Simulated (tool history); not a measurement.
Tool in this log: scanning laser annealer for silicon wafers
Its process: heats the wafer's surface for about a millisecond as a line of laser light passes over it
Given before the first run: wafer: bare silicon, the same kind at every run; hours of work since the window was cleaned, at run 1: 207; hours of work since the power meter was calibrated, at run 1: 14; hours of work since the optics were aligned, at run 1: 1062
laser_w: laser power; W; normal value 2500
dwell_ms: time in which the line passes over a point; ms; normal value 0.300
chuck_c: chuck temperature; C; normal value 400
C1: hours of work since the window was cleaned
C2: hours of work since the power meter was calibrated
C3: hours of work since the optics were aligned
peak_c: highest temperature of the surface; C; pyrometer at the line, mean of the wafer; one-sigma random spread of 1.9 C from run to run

{"run": 1, "hour": 0.0, "laser_w": 2500, "dwell_ms": 0.3, "chuck_c": 400, "C1": 207, "C2": 14, "C3": 1062, "peak_c": 1214}
{"run": 2, "hour": 22.8, "laser_w": 2500, "dwell_ms": 0.211, "chuck_c": 400, "C1": 224, "C2": 31, "C3": 1079, "peak_c": 1099}
{"run": 3, "hour": 34.1, "laser_w": 2500, "dwell_ms": 0.211, "chuck_c": 400, "C1": 232, "C2": 39, "C3": 1087, "peak_c": 1095}
{"run": 4, "hour": 47.5, "laser_w": 2500, "dwell_ms": 0.211, "chuck_c": 400, "C1": 243, "C2": 50, "C3": 1097, "peak_c": 1096}
{"run": 5, "hour": 73.5, "laser_w": 2500, "dwell_ms": 0.211, "chuck_c": 400, "C1": 262, "C2": 69, "C3": 1117, "peak_c": 1093}
{"run": 6, "hour": 94.6, "laser_w": 2500, "dwell_ms": 0.335, "chuck_c": 400, "C1": 278, "C2": 85, "C3": 1133, "peak_c": 1255}
{"run": 7, "hour": 119.6, "laser_w": 2303, "dwell_ms": 0.3, "chuck_c": 400, "C1": 296, "C2": 103, "C3": 1151, "peak_c": 1137}
{"run": 8, "hour": 144.4, "laser_w": 2500, "dwell_ms": 0.3, "chuck_c": 400, "C1": 315, "C2": 122, "C3": 1170, "peak_c": 1212}
{"run": 9, "hour": 162.1, "laser_w": 2500, "dwell_ms": 0.234, "chuck_c": 400, "C1": 328, "C2": 135, "C3": 1183, "peak_c": 1124}
{"run": 10, "hour": 187.3, "laser_w": 2500, "dwell_ms": 0.234, "chuck_c": 400, "C1": 347, "C2": 154, "C3": 1202, "peak_c": 1124}
{"run": 11, "hour": 199.4, "laser_w": 2601, "dwell_ms": 0.3, "chuck_c": 400, "C1": 356, "C2": 163, "C3": 1211, "peak_c": 1249}
{"run": 12, "hour": 212.0, "laser_w": 2500, "dwell_ms": 0.3, "chuck_c": 400, "C1": 366, "C2": 173, "C3": 1220, "peak_c": 1208}
{"run": 13, "hour": 234.4, "laser_w": 2585, "dwell_ms": 0.3, "chuck_c": 400, "C1": 382, "C2": 189, "C3": 1237, "peak_c": 1238}
{"run": 14, "hour": 258.6, "laser_w": 2500, "dwell_ms": 0.253, "chuck_c": 400, "C1": 401, "C2": 208, "C3": 1255, "peak_c": 1147}
{"run": 15, "hour": 278.7, "laser_w": 2500, "dwell_ms": 0.253, "chuck_c": 400, "C1": 416, "C2": 223, "C3": 1270, "peak_c": 1147}
{"run": 16, "hour": 303.5, "laser_w": 2500, "dwell_ms": 0.253, "chuck_c": 390, "C1": 434, "C2": 241, "C3": 1289, "peak_c": 1134}
{"run": 17, "hour": 321.1, "laser_w": 2500, "dwell_ms": 0.253, "chuck_c": 390, "C1": 447, "C2": 254, "C3": 1302, "peak_c": 1130}
{"run": 18, "hour": 339.7, "laser_w": 2698, "dwell_ms": 0.3, "chuck_c": 400, "C1": 461, "C2": 268, "C3": 1316, "peak_c": 1275}
{"run": 19, "hour": 361.4, "laser_w": 2551, "dwell_ms": 0.255, "chuck_c": 398, "C1": 478, "C2": 285, "C3": 1332, "peak_c": 1158}
{"run": 20, "hour": 382.0, "laser_w": 2394, "dwell_ms": 0.255, "chuck_c": 365, "C1": 493, "C2": 300, "C3": 1348, "peak_c": 1070}
{"hour": 389.4, "done": "optics aligned, line set to its width"}
{"run": 21, "hour": 402.5, "laser_w": 2500, "dwell_ms": 0.291, "chuck_c": 397, "C1": 505, "C2": 312, "C3": 10, "peak_c": 1182}
{"run": 22, "hour": 419.3, "laser_w": 2573, "dwell_ms": 0.334, "chuck_c": 397, "C1": 517, "C2": 324, "C3": 22, "peak_c": 1266}
{"run": 23, "hour": 430.8, "laser_w": 2573, "dwell_ms": 0.334, "chuck_c": 397, "C1": 526, "C2": 333, "C3": 31, "peak_c": 1265}
{"run": 24, "hour": 448.6, "laser_w": 2397, "dwell_ms": 0.363, "chuck_c": 400, "C1": 539, "C2": 346, "C3": 44, "peak_c": 1224}
{"hour": 457.8, "done": "window over the wafer cleaned"}
{"run": 25, "hour": 466.7, "laser_w": 2397, "dwell_ms": 0.363, "chuck_c": 400, "C1": 7, "C2": 358, "C3": 56, "peak_c": 1253}
{"run": 26, "hour": 479.4, "laser_w": 2397, "dwell_ms": 0.363, "chuck_c": 400, "C1": 16, "C2": 368, "C3": 66, "peak_c": 1254}
{"hour": 499.4, "done": "optics aligned, line set to its width, once more"}
{"run": 27, "hour": 500.5, "laser_w": 2304, "dwell_ms": 0.363, "chuck_c": 384, "C1": 28, "C2": 380, "C3": 1, "peak_c": 1211}
{"run": 28, "hour": 520.0, "laser_w": 2304, "dwell_ms": 0.363, "chuck_c": 384, "C1": 43, "C2": 395, "C3": 15, "peak_c": 1207}
{"run": 29, "hour": 537.0, "laser_w": 2500, "dwell_ms": 0.3, "chuck_c": 391, "C1": 56, "C2": 407, "C3": 28, "peak_c": 1225}

Predict each of these 5 candidate next runs independently; none follows another, all start after run 29:
{"run": "A", "hour": 555.3, "laser_w": 2671, "dwell_ms": 0.346, "chuck_c": 400, "C1": 69, "C2": 421, "C3": 42, "peak_c": "?"}
{"run": "B", "hour": 555.3, "laser_w": 2217, "dwell_ms": 0.318, "chuck_c": 400, "C1": 69, "C2": 421, "C3": 42, "peak_c": "?"}
{"run": "C", "hour": 555.3, "laser_w": 2500, "dwell_ms": 0.219, "chuck_c": 365, "C1": 69, "C2": 421, "C3": 42, "peak_c": "?"}
{"run": "D", "hour": 555.3, "laser_w": 2500, "dwell_ms": 0.315, "chuck_c": 400, "C1": 69, "C2": 421, "C3": 42, "peak_c": "?"}
{"run": "E", "hour": 555.3, "laser_w": 2292, "dwell_ms": 0.3, "chuck_c": 391, "C1": 69, "C2": 421, "C3": 42, "peak_c": "?"}

run=A peak_c=1359
run=B peak_c=1143
run=C peak_c=1087
run=D peak_c=1252
run=E peak_c=1143
With the hidden condition removed and each run's random variation left untouched, the same runs would have given:
run=A peak_c=1365
run=B peak_c=1147
run=C peak_c=1091
run=D peak_c=1258
run=E peak_c=1148
